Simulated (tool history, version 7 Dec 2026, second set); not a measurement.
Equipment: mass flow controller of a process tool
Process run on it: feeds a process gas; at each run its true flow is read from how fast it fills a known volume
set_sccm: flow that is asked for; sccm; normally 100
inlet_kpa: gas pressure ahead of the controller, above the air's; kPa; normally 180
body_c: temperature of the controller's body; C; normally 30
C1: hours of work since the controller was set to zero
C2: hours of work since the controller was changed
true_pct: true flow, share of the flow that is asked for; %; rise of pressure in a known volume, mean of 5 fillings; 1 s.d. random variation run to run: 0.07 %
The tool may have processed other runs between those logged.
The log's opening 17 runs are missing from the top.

{"run": 18, "hour": 2129.4, "set_sccm": 100, "inlet_kpa": 180, "body_c": 30, "C1": 190, "C2": 2660, "true_pct": 97.1}
{"run": 19, "hour": 2249.3, "set_sccm": 49, "inlet_kpa": 216, "body_c": 24, "C1": 262, "C2": 2731, "true_pct": 97.29}
{"run": 20, "hour": 2363.4, "set_sccm": 49, "inlet_kpa": 216, "body_c": 24, "C1": 330, "C2": 2799, "true_pct": 97.21}
{"run": 21, "hour": 2447.9, "set_sccm": 49, "inlet_kpa": 216, "body_c": 24, "C1": 380, "C2": 2849, "true_pct": 97.24}
{"run": 22, "hour": 2555.7, "set_sccm": 100, "inlet_kpa": 184, "body_c": 30, "C1": 444, "C2": 2913, "true_pct": 96.95}
{"run": 23, "hour": 2669.7, "set_sccm": 147, "inlet_kpa": 205, "body_c": 35, "C1": 512, "C2": 2981, "true_pct": 96.89}
{"run": 24, "hour": 2797.8, "set_sccm": 147, "inlet_kpa": 203, "body_c": 35, "C1": 588, "C2": 3057, "true_pct": 96.83}
{"run": 25, "hour": 2877.6, "set_sccm": 147, "inlet_kpa": 203, "body_c": 35, "C1": 636, "C2": 3105, "true_pct": 96.73}
{"run": 26, "hour": 3010.0, "set_sccm": 100, "inlet_kpa": 162, "body_c": 21, "C1": 715, "C2": 3184, "true_pct": 97.73}
{"run": 27, "hour": 3165.0, "set_sccm": 100, "inlet_kpa": 162, "body_c": 21, "C1": 807, "C2": 3276, "true_pct": 97.53}
{"run": 28, "hour": 3251.4, "set_sccm": 97, "inlet_kpa": 180, "body_c": 30, "C1": 858, "C2": 3328, "true_pct": 96.75}
{"run": 29, "hour": 3390.2, "set_sccm": 93, "inlet_kpa": 238, "body_c": 26, "C1": 941, "C2": 3410, "true_pct": 97.07}
{"run": 30, "hour": 3517.1, "set_sccm": 93, "inlet_kpa": 238, "body_c": 26, "C1": 1017, "C2": 3486, "true_pct": 97.2}
{"run": 31, "hour": 3605.0, "set_sccm": 93, "inlet_kpa": 238, "body_c": 26, "C1": 1069, "C2": 3538, "true_pct": 97.05}
{"run": 32, "hour": 3763.8, "set_sccm": 22, "inlet_kpa": 183, "body_c": 30, "C1": 1164, "C2": 3633, "true_pct": 95.07}

Below are 5 alternative next runs, each starting from the tool's condition after run 32. Predict each:
{"run": "A", "hour": 3879.3, "set_sccm": 170, "inlet_kpa": 180, "body_c": 30, "C1": 1232, "C2": 3702, "true_pct": "?"}
{"run": "B", "hour": 3879.3, "set_sccm": 22, "inlet_kpa": 155, "body_c": 34, "C1": 1232, "C2": 3702, "true_pct": "?"}
{"run": "C", "hour": 3879.3, "set_sccm": 32, "inlet_kpa": 256, "body_c": 30, "C1": 1232, "C2": 3702, "true_pct": "?"}
{"run": "D", "hour": 3879.3, "set_sccm": 38, "inlet_kpa": 207, "body_c": 34, "C1": 1232, "C2": 3702, "true_pct": "?"}
{"run": "E", "hour": 3879.3, "set_sccm": 43, "inlet_kpa": 168, "body_c": 39, "C1": 1232, "C2": 3702, "true_pct": "?"}

run=A true_pct=97.08
run=B true_pct=94.4
run=C true_pct=95.51
run=D true_pct=95.21
run=E true_pct=94.56
With no hidden state in the tool, these same runs would have given:
run=A true_pct=99.04
run=B true_pct=97.31
run=C true_pct=98.07
run=D true_pct=97.66
run=E true_pct=96.93

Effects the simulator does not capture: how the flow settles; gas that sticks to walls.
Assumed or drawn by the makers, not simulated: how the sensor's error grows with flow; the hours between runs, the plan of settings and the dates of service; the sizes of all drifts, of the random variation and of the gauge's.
